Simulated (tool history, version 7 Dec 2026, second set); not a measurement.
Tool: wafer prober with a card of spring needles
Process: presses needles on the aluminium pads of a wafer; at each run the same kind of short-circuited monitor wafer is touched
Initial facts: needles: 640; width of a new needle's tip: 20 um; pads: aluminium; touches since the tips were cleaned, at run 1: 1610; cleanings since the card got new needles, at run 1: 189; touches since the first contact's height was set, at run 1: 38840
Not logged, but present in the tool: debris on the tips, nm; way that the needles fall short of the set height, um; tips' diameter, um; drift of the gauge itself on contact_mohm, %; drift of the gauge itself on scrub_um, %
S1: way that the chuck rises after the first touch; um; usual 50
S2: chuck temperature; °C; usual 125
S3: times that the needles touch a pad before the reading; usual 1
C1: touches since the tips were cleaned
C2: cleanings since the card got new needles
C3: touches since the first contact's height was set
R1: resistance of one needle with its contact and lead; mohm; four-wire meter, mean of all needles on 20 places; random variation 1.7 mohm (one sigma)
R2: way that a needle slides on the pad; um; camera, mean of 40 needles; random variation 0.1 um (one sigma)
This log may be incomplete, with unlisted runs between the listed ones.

run,hour,S1,S2,S3,C1,C2,C3,R1,R2
1,0.0,50,125,1,1610,189,38840,171,11.48
# hour 12.4: tips cleaned on abrasive film
# hour 29.0: tips cleaned on abrasive film
# hour 45.5: tips cleaned on abrasive film
# hour 62.0: tips cleaned on abrasive film
2,76.4,50,125,1,3933,193,59696,169,11.55
# hour 80.6: tips cleaned on abrasive film
# hour 97.1: tips cleaned on abrasive film
# hour 117.5: tips cleaned on abrasive film
# hour 134.1: tips cleaned on abrasive film
# hour 154.7: tips cleaned on abrasive film
3,166.7,50,98,1,3287,198,84357,162,11.67
# hour 174.9: tips cleaned on abrasive film
# hour 191.5: tips cleaned on abrasive film
# hour 212.1: tips cleaned on abrasive film
4,221.8,50,98,1,2670,201,99415,168,11.44
# hour 230.2: tips cleaned on abrasive film
# hour 230.5: height of the first contact set anew
# hour 251.1: tips cleaned on abrasive film
# hour 271.6: tips cleaned on abrasive film
# hour 292.0: tips cleaned on abrasive film
5,294.0,50,98,1,561,205,17371,166,11.74
# hour 310.6: tips cleaned on abrasive film
# hour 331.2: tips cleaned on abrasive film
6,346.7,50,125,1,4267,207,31783,170,11.56
# hour 350.9: tips cleaned on abrasive film
# hour 371.3: tips cleaned on abrasive film
# hour 388.2: tips cleaned on abrasive film
7,388.2,50,125,2,0,210,43096,171,11.59
# hour 404.8: tips cleaned on abrasive film
# hour 421.3: tips cleaned on abrasive film
# hour 437.9: tips cleaned on abrasive film
# hour 458.1: tips cleaned on abrasive film
8,473.1,50,125,2,4111,214,66279,170,11.61
# hour 477.3: tips cleaned on abrasive film
# hour 493.8: tips cleaned on abrasive film
# hour 514.5: tips cleaned on abrasive film
# hour 526.5: card fitted with new needles
9,542.7,50,125,2,4441,0,4441,173,11.67
# hour 546.9: tips cleaned on abrasive film
# hour 563.4: tips cleaned on abrasive film
# hour 584.1: tips cleaned on abrasive film
# hour 604.7: tips cleaned on abrasive film
10,611.2,31,125,1,1790,4,23154,190,7.21
# hour 623.6: tips cleaned on abrasive film
# hour 640.2: tips cleaned on abrasive film
# hour 660.8: tips cleaned on abrasive film
11,669.2,31,125,1,2284,7,38977,190,7.02
# hour 681.1: tips cleaned on abrasive film
# hour 697.7: tips cleaned on abrasive film
# hour 714.2: tips cleaned on abrasive film
# hour 734.9: tips cleaned on abrasive film
# hour 753.4: tips cleaned on abrasive film
12,753.4,50,125,1,0,12,61970,170,11.73
# hour 773.8: tips cleaned on abrasive film
# hour 790.3: tips cleaned on abrasive film
# hour 806.9: tips cleaned on abrasive film
# hour 827.5: tips cleaned on abrasive film
13,837.7,50,30,1,2810,16,85012,151,11.68
# hour 846.1: tips cleaned on abrasive film
# hour 866.5: tips cleaned on abrasive film
# hour 887.2: tips cleaned on abrasive film
# hour 895.7: height of the first contact set anew
# hour 907.3: tips cleaned on abrasive film
14,907.3,50,30,1,0,20,3159,150,11.54
# hour 923.8: tips cleaned on abrasive film
# hour 944.5: tips cleaned on abrasive film
# hour 961.0: tips cleaned on abrasive film
# hour 977.5: tips cleaned on abrasive film
# hour 998.2: tips cleaned on abrasive film
15,1000.5,50,125,1,629,25,28608,171,11.68
# hour 1017.0: tips cleaned on abrasive film
# hour 1037.4: tips cleaned on abrasive film
# hour 1057.7: tips cleaned on abrasive film
# hour 1074.2: tips cleaned on abrasive film
16,1080.2,50,125,2,1623,29,50372,169,11.71
# hour 1092.6: tips cleaned on abrasive film
# hour 1112.9: tips cleaned on abrasive film
17,1120.5,50,83,1,2083,31,61399,160,11.62
# hour 1132.9: tips cleaned on abrasive film
# hour 1153.4: tips cleaned on abrasive film
# hour 1170.0: tips cleaned on abrasive film
18,1174.4,32,83,1,1216,34,76112,174,7.43
# hour 1186.8: tips cleaned on abrasive film
# hour 1207.4: tips cleaned on abrasive film
19,1218.6,54,125,1,3078,36,88194,168,12.56
# hour 1226.9: tips cleaned on abrasive film
# hour 1243.5: tips cleaned on abrasive film
# hour 1260.0: tips cleaned on abrasive film
# hour 1268.5: height of the first contact set anew
# hour 1276.9: tips cleaned on abrasive film
# hour 1297.5: tips cleaned on abrasive film
20,1298.2,59,98,3,194,41,8092,163,13.59
# hour 1314.8: tips cleaned on abrasive film
# hour 1331.3: tips cleaned on abrasive film
# hour 1351.7: tips cleaned on abrasive film
# hour 1372.3: tips cleaned on abrasive film
# hour 1388.8: tips cleaned on abrasive film
21,1391.4,50,32,2,718,46,33552,151,11.74
# hour 1407.7: tips cleaned on abrasive film
# hour 1424.3: tips cleaned on abrasive film
# hour 1444.9: tips cleaned on abrasive film
# hour 1465.6: tips cleaned on abrasive film
22,1480.7,50,32,2,4158,50,57951,151,11.69
# hour 1484.9: tips cleaned on abrasive film
# hour 1505.6: tips cleaned on abrasive film
# hour 1526.2: tips cleaned on abrasive film
# hour 1546.9: tips cleaned on abrasive film
# hour 1567.4: tips cleaned on abrasive film
23,1567.4,50,32,2,0,55,81607,152,11.62
# hour 1588.0: tips cleaned on abrasive film
# hour 1606.9: tips cleaned on abrasive film
24,1606.9,52,32,2,0,57,92407,149,12.09
# hour 1623.5: tips cleaned on abrasive film
# hour 1640.2: height of the first contact set anew
# hour 1644.3: tips cleaned on abrasive film
25,1646.8,47,41,3,670,59,1779,158,10.86
# hour 1663.3: tips cleaned on abrasive film
# hour 1684.0: tips cleaned on abrasive film
# hour 1700.5: tips cleaned on abrasive film
26,1709.7,63,36,3,2518,62,18965,149,14.52

How the hidden state differs across the entries between the runs, from the last listed run before each to the first after it:
Between runs 1 and 2: tips cleaned on abrasive film (hour 12.4); tips cleaned on abrasive film (hour 29.0); tips cleaned on abrasive film (hour 45.5); tips cleaned on abrasive film (hour 62.0)
  debris on the tips, nm: 0.2 -> 0.3
Between runs 2 and 3: tips cleaned on abrasive film (hour 80.6); tips cleaned on abrasive film (hour 97.1); tips cleaned on abrasive film (hour 117.5); tips cleaned on abrasive film (hour 134.1); tips cleaned on abrasive film (hour 154.7)
  no difference in the tool's unlogged condition between these two runs
Between runs 3 and 4: tips cleaned on abrasive film (hour 174.9); tips cleaned on abrasive film (hour 191.5); tips cleaned on abrasive film (hour 212.1)
  way that the needles fall short of the set height, um: 0 -> 0.01
Between runs 4 and 5: tips cleaned on abrasive film (hour 230.2); height of the first contact set anew (hour 230.5); tips cleaned on abrasive film (hour 251.1); tips cleaned on abrasive film (hour 271.6); tips cleaned on abrasive film (hour 292.0)
  debris on the tips, nm: 0.3 -> 0.1; way that the needles fall short of the set height, um: 0.01 -> 0
Between runs 5 and 6: tips cleaned on abrasive film (hour 310.6); tips cleaned on abrasive film (hour 331.2)
  debris on the tips, nm: 0.1 -> 0.3
Between runs 6 and 7: tips cleaned on abrasive film (hour 350.9); tips cleaned on abrasive film (hour 371.3); tips cleaned on abrasive film (hour 388.2)
  debris on the tips, nm: 0.3 -> 0
Between runs 7 and 8: tips cleaned on abrasive film (hour 404.8); tips cleaned on abrasive film (hour 421.3); tips cleaned on abrasive film (hour 437.9); tips cleaned on abrasive film (hour 458.1)
  debris on the tips, nm: 0 -> 0.3
Between runs 8 and 9: tips cleaned on abrasive film (hour 477.3); tips cleaned on abrasive film (hour 493.8); tips cleaned on abrasive film (hour 514.5); card fitted with new needles (hour 526.5)
  debris on the tips, nm: 0.3 -> 0.4; tips' diameter, um: 20.02 -> 20
Between runs 9 and 10: tips cleaned on abrasive film (hour 546.9); tips cleaned on abrasive film (hour 563.4); tips cleaned on abrasive film (hour 584.1); tips cleaned on abrasive film (hour 604.7)
  debris on the tips, nm: 0.4 -> 0.2
Between runs 10 and 11: tips cleaned on abrasive film (hour 623.6); tips cleaned on abrasive film (hour 640.2); tips cleaned on abrasive film (hour 660.8)
  no difference in the tool's unlogged condition between these two runs
Between runs 11 and 12: tips cleaned on abrasive film (hour 681.1); tips cleaned on abrasive film (hour 697.7); tips cleaned on abrasive film (hour 714.2); tips cleaned on abrasive film (hour 734.9); tips cleaned on abrasive film (hour 753.4)
  debris on the tips, nm: 0.2 -> 0
Between runs 12 and 13: tips cleaned on abrasive film (hour 773.8); tips cleaned on abrasive film (hour 790.3); tips cleaned on abrasive film (hour 806.9); tips cleaned on abrasive film (hour 827.5)
  debris on the tips, nm: 0 -> 0.3
Between runs 13 and 14: tips cleaned on abrasive film (hour 846.1); tips cleaned on abrasive film (hour 866.5); tips cleaned on abrasive film (hour 887.2); height of the first contact set anew (hour 895.7); tips cleaned on abrasive film (hour 907.3)
  debris on the tips, nm: 0.3 -> 0
Between runs 14 and 15: tips cleaned on abrasive film (hour 923.8); tips cleaned on abrasive film (hour 944.5); tips cleaned on abrasive film (hour 961.0); tips cleaned on abrasive film (hour 977.5); tips cleaned on abrasive film (hour 998.2)
  debris on the tips, nm: 0 -> 0.1
Between runs 15 and 16: tips cleaned on abrasive film (hour 1017.0); tips cleaned on abrasive film (hour 1037.4); tips cleaned on abrasive film (hour 1057.7); tips cleaned on abrasive film (hour 1074.2)
  debris on the tips, nm: 0.1 -> 0.2
Between runs 16 and 17: tips cleaned on abrasive film (hour 1092.6); tips cleaned on abrasive film (hour 1112.9)
  no difference in the tool's unlogged condition between these two runs
Between runs 17 and 18: tips cleaned on abrasive film (hour 1132.9); tips cleaned on abrasive film (hour 1153.4); tips cleaned on abrasive film (hour 1170.0)
  no difference in the tool's unlogged condition between these two runs
Between runs 18 and 19: tips cleaned on abrasive film (hour 1186.8); tips cleaned on abrasive film (hour 1207.4)
  debris on the tips, nm: 0.2 -> 0.3
Between runs 19 and 20: tips cleaned on abrasive film (hour 1226.9); tips cleaned on abrasive film (hour 1243.5); tips cleaned on abrasive film (hour 1260.0); height of the first contact set anew (hour 1268.5); tips cleaned on abrasive film (hour 1276.9); tips cleaned on abrasive film (hour 1297.5)
  debris on the tips, nm: 0.3 -> 0.1
Between runs 20 and 21: tips cleaned on abrasive film (hour 1314.8); tips cleaned on abrasive film (hour 1331.3); tips cleaned on abrasive film (hour 1351.7); tips cleaned on abrasive film (hour 1372.3); tips cleaned on abrasive film (hour 1388.8)
  no difference in the tool's unlogged condition between these two runs
Between runs 21 and 22: tips cleaned on abrasive film (hour 1407.7); tips cleaned on abrasive film (hour 1424.3); tips cleaned on abrasive film (hour 1444.9); tips cleaned on abrasive film (hour 1465.6)
  debris on the tips, nm: 0.1 -> 0.4
Between runs 22 and 23: tips cleaned on abrasive film (hour 1484.9); tips cleaned on abrasive film (hour 1505.6); tips cleaned on abrasive film (hour 1526.2); tips cleaned on abrasive film (hour 1546.9); tips cleaned on abrasive film (hour 1567.4)
  debris on the tips, nm: 0.4 -> 0; tips' diameter, um: 20 -> 20.01
Between runs 23 and 24: tips cleaned on abrasive film (hour 1588.0); tips cleaned on abrasive film (hour 1606.9)
  way that the needles fall short of the set height, um: 0 -> 0.01
Between runs 24 and 25: tips cleaned on abrasive film (hour 1623.5); height of the first contact set anew (hour 1640.2); tips cleaned on abrasive film (hour 1644.3)
  debris on the tips, nm: 0 -> 0.1; way that the needles fall short of the set height, um: 0.01 -> 0
Between runs 25 and 26: tips cleaned on abrasive film (hour 1663.3); tips cleaned on abrasive film (hour 1684.0); tips cleaned on abrasive film (hour 1700.5)
  debris on the tips, nm: 0.1 -> 0.2
